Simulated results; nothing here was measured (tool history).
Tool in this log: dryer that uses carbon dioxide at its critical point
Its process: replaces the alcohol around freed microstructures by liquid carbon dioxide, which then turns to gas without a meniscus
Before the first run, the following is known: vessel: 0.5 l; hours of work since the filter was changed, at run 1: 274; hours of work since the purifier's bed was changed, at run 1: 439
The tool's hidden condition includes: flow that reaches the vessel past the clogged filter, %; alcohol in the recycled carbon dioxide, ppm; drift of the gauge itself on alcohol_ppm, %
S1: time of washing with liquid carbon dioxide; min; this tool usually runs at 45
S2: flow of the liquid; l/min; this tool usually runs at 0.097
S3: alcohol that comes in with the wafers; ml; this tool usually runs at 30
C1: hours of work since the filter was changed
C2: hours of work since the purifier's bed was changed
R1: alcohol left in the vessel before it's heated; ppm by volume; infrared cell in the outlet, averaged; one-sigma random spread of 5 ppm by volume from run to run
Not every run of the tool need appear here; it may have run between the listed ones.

run,hour,S1,S2,S3,C1,C2,R1
1,0,45,0.097,30,274,439,112
2,38.5,45,0.0817,30,286,451,226
3,76.9,45,0.0817,30,298,463,231
4,115.2,45,0.0817,66,310,476,460
5,148.4,45,0.0817,66,321,486,486
6,178.2,45,0.097,30,330,495,123
7,203.1,45,0.097,30,338,503,130
8,223.1,45,0.097,30,344,509,117
9,252.7,45,0.097,30,354,519,138
10,281,45,0.097,30,362,528,130
11,315.2,45,0.097,36,373,538,156
12,345.3,45,0.097,36,383,548,160
13,369.6,43,0.097,30,390,555,163
14,401.6,43,0.097,30,400,565,170
15,435.7,43,0.097,41,411,576,208
16,469.4,43,0.097,41,422,587,220
17,506.4,43,0.097,41,433,598,232
18,532.2,45,0.097,30,441,607,158
19,550.9,45,0.097,30,447,612,160
# hour 578.6: inlet filter changed
20,579.2,45,0.097,30,0,621,101
21,611.7,45,0.1416,30,10,631,67
22,631.8,45,0.097,30,17,637,97
23,660.9,45,0.097,30,26,647,96
24,684.3,45,0.097,30,33,654,102
25,708.5,45,0.097,30,41,662,105
26,739.9,45,0.0585,29,51,671,646
27,757.1,33,0.1315,22,56,677,108
28,793,66,0.1416,22,67,688,73
29,824.6,66,0.1416,22,77,698,77
30,864.2,66,0.0918,22,90,710,78
31,901.2,38,0.097,30,101,722,191
32,919.3,38,0.097,30,107,728,196
33,958.2,56,0.1038,34,119,740,81
34,987.1,30,0.1492,82,128,749,158
35,1016.3,28,0.0994,26,137,758,530
# hour 1052.2: purifier's bed changed
36,1056,47,0.097,30,149,1,22
37,1078.5,40,0.0724,67,156,8,991
38,1105.3,40,0.0724,67,164,17,1014
39,1124.2,40,0.0724,67,170,23,1044
40,1157.8,53,0.0841,41,181,33,44
41,1178.4,53,0.0841,41,187,40,59
42,1216.6,52,0.109,46,199,52,16
43,1251.4,52,0.109,34,210,63,13
44,1269,52,0.109,34,216,68,25
45,1308.5,39,0.109,21,228,81,53
46,1345.6,39,0.109,21,240,92,51
47,1366.4,39,0.109,21,247,99,53

Take each entry between the runs: how does the hidden state at the last listed run before it differ from the hidden state at the first listed run after it?
From run 19 to run 20: inlet filter changed (hour 578.6)
  flow that reaches the vessel past the clogged filter, %: 81.8 -> 99.8; alcohol in the recycled carbon dioxide, ppm: 72.8 -> 73.8
  what was measured, less what the result would be without the hidden state, R1: +137 -> +72 ppm by volume
From run 35 to run 36: purifier's bed changed (hour 1052.2)
  flow that reaches the vessel past the clogged filter, %: 94.5 -> 94; alcohol in the recycled carbon dioxide, ppm: 89.5 -> 6.3
  what was measured, less what the result would be without the hidden state, R1: +193 -> +11 ppm by volume

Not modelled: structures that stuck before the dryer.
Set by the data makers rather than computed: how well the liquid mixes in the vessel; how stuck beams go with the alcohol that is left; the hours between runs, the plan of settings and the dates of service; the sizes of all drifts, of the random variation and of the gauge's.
